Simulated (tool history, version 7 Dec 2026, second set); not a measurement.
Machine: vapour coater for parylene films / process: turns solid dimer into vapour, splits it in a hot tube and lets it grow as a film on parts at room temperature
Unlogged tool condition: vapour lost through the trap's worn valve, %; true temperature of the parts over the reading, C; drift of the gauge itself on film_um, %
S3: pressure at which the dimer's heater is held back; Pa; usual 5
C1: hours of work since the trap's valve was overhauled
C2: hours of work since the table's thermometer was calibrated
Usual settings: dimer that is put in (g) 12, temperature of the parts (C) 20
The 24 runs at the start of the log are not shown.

run 25 hour=1022.2 | dimer_that_is_put_in_(g)=15 temperature_of_the_parts_(C)=20 S3=5 | C1=229 C2=1311 | thickness_of_the_film_(µm)=7.75
run 26 hour=1049.6 | dimer_that_is_put_in_(g)=15 temperature_of_the_parts_(C)=30 S3=5 | C1=246 C2=1328 | thickness_of_the_film_(µm)=5.55
run 27 hour=1092 | dimer_that_is_put_in_(g)=17 temperature_of_the_parts_(C)=18 S3=2.59 | C1=272 C2=1355 | thickness_of_the_film_(µm)=9.99
run 28 hour=1140.9 | dimer_that_is_put_in_(g)=11 temperature_of_the_parts_(C)=19 S3=2.96 | C1=303 C2=1385 | thickness_of_the_film_(µm)=6.12
run 29 hour=1192.5 | dimer_that_is_put_in_(g)=7 temperature_of_the_parts_(C)=20 S3=5.39 | C1=335 C2=1417 | thickness_of_the_film_(µm)=3.61
run 30 hour=1223.2 | dimer_that_is_put_in_(g)=7 temperature_of_the_parts_(C)=20 S3=5.39 | C1=354 C2=1436 | thickness_of_the_film_(µm)=3.58
run 31 hour=1274.7 | dimer_that_is_put_in_(g)=12 temperature_of_the_parts_(C)=16 S3=2.39 | C1=386 C2=1468 | thickness_of_the_film_(µm)=7.58
-- hour=1324.8 trap's valve overhauled
run 32 hour=1341.4 | dimer_that_is_put_in_(g)=21 temperature_of_the_parts_(C)=20 S3=2.76 | C1=10 C2=1507 | thickness_of_the_film_(µm)=12.03
run 33 hour=1401.7 | dimer_that_is_put_in_(g)=21 temperature_of_the_parts_(C)=20 S3=2.76 | C1=48 C2=1545 | thickness_of_the_film_(µm)=11.87
run 34 hour=1443.4 | dimer_that_is_put_in_(g)=7 temperature_of_the_parts_(C)=20 S3=7.22 | C1=74 C2=1571 | thickness_of_the_film_(µm)=3.57
run 35 hour=1472.3 | dimer_that_is_put_in_(g)=9 temperature_of_the_parts_(C)=12 S3=2.81 | C1=92 C2=1589 | thickness_of_the_film_(µm)=6.81
run 36 hour=1523 | dimer_that_is_put_in_(g)=22 temperature_of_the_parts_(C)=18 S3=5 | C1=123 C2=1620 | thickness_of_the_film_(µm)=12.62
run 37 hour=1573.3 | dimer_that_is_put_in_(g)=16 temperature_of_the_parts_(C)=20 S3=5 | C1=155 C2=1652 | thickness_of_the_film_(µm)=8.49
run 38 hour=1615.9 | dimer_that_is_put_in_(g)=12 temperature_of_the_parts_(C)=19 S3=8.86 | C1=181 C2=1678 | thickness_of_the_film_(µm)=6.19
run 39 hour=1642.4 | dimer_that_is_put_in_(g)=12 temperature_of_the_parts_(C)=19 S3=8.86 | C1=198 C2=1695 | thickness_of_the_film_(µm)=6.23
run 40 hour=1682.9 | dimer_that_is_put_in_(g)=13 temperature_of_the_parts_(C)=13 S3=8.86 | C1=223 C2=1720 | thickness_of_the_film_(µm)=8.28
run 41 hour=1740.6 | dimer_that_is_put_in_(g)=6 temperature_of_the_parts_(C)=29 S3=5.29 | C1=259 C2=1756 | thickness_of_the_film_(µm)=2.25
run 42 hour=1796.2 | dimer_that_is_put_in_(g)=11 temperature_of_the_parts_(C)=29 S3=5.29 | C1=293 C2=1790 | thickness_of_the_film_(µm)=4.07
run 43 hour=1856 | dimer_that_is_put_in_(g)=18 temperature_of_the_parts_(C)=19 S3=3.02 | C1=331 C2=1828 | thickness_of_the_film_(µm)=10.09
run 44 hour=1899.3 | dimer_that_is_put_in_(g)=9 temperature_of_the_parts_(C)=28 S3=8.55 | C1=357 C2=1855 | thickness_of_the_film_(µm)=3.28
run 45 hour=1938.9 | dimer_that_is_put_in_(g)=12 temperature_of_the_parts_(C)=20 S3=2.22 | C1=382 C2=1879 | thickness_of_the_film_(µm)=6.62

Predict each of these 4 candidate next runs independently; none follows another, all start after run 45:
-- hour=1993.1 trap's valve overhauled
run A hour=1993.3 | dimer_that_is_put_in_(g)=16 temperature_of_the_parts_(C)=12 S3=2.22 | C1=0 C2=1911 | thickness_of_the_film_(µm)=?
-- hour=1993.1 trap's valve overhauled
run B hour=1993.3 | dimer_that_is_put_in_(g)=8 temperature_of_the_parts_(C)=20 S3=9.16 | C1=0 C2=1911 | thickness_of_the_film_(µm)=?
-- hour=1993.1 trap's valve overhauled
run C hour=1993.3 | dimer_that_is_put_in_(g)=12 temperature_of_the_parts_(C)=20 S3=10.09 | C1=0 C2=1911 | thickness_of_the_film_(µm)=?
-- hour=1993.1 trap's valve overhauled
run D hour=1993.3 | dimer_that_is_put_in_(g)=10 temperature_of_the_parts_(C)=26 S3=2.1 | C1=0 C2=1911 | thickness_of_the_film_(µm)=?

run=A thickness_of_the_film_(µm)=12.36
run=B thickness_of_the_film_(µm)=4.11
run=C thickness_of_the_film_(µm)=6.08
run=D thickness_of_the_film_(µm)=4.73
With the hidden condition removed and each run's random variation left untouched, the same runs would have given:
run=A thickness_of_the_film_(µm)=12.21
run=B thickness_of_the_film_(µm)=4.06
run=C thickness_of_the_film_(µm)=6.01
run=D thickness_of_the_film_(µm)=4.67
